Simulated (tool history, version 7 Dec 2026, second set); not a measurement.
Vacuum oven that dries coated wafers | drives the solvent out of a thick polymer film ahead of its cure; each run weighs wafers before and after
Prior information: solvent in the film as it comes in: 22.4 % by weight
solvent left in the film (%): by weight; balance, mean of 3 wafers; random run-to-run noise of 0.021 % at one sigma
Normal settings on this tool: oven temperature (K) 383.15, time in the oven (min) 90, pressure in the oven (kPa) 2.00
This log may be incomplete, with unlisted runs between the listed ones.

run,day,oven temperature (K),time in the oven (min),pressure in the oven (kPa),solvent left in the film (%)
1,0.000,383.15,90,2.00,1.92
2,0.496,383.15,90,2.00,1.86
3,1.579,397.15,90,2.00,0.58
4,2.379,397.15,90,2.00,0.60
5,2.896,397.15,90,2.00,0.55
6,3.425,383.15,90,1.19,1.69
7,4.479,383.15,90,1.19,1.65
8,5.412,383.15,81,2.00,2.22
9,6.275,383.15,81,2.00,2.22
10,7.379,383.15,81,2.00,2.23
11,8.421,383.15,81,2.00,2.18
12,9.492,383.15,90,2.00,1.82
# day 9.646: oven's thermocouples calibrated
13,10.083,383.15,90,2.00,1.88
14,11.250,383.15,90,2.00,1.77
15,12.221,383.15,90,2.00,1.81
16,13.004,383.15,90,2.00,1.85
17,13.721,394.15,144,5.10,1.18
# day 14.446: oven's thermocouples calibrated, once more
18,14.583,372.15,144,1.90,2.31
19,15.521,389.15,152,2.00,0.65
20,16.688,389.15,152,2.00,0.66
21,17.442,398.15,90,2.00,0.59
22,18.496,398.15,90,2.00,0.59
23,19.317,398.15,131,5.16,1.09
24,20.488,383.15,90,2.59,2.05
25,21.050,383.15,90,2.59,2.04
26,21.750,383.15,119,2.59,1.42
27,22.612,383.15,119,2.59,1.42
28,23.383,383.15,119,2.59,1.44

Below are 4 alternative next runs, each starting from the tool's condition after run 28. Predict each:
A,24.062,385.15,87,4.23,?
B,24.062,391.15,140,7.53,?
C,24.062,383.15,82,2.00,?
D,24.062,383.15,57,2.00,?

run,solvent left in the film (%)
A,2.32
B,1.92
C,2.22
D,3.88
Take away the tool's hidden state, keep each run's random variation, and the runs would have read:
run,solvent left in the film (%)
A,2.24
B,1.83
C,2.13
D,3.83

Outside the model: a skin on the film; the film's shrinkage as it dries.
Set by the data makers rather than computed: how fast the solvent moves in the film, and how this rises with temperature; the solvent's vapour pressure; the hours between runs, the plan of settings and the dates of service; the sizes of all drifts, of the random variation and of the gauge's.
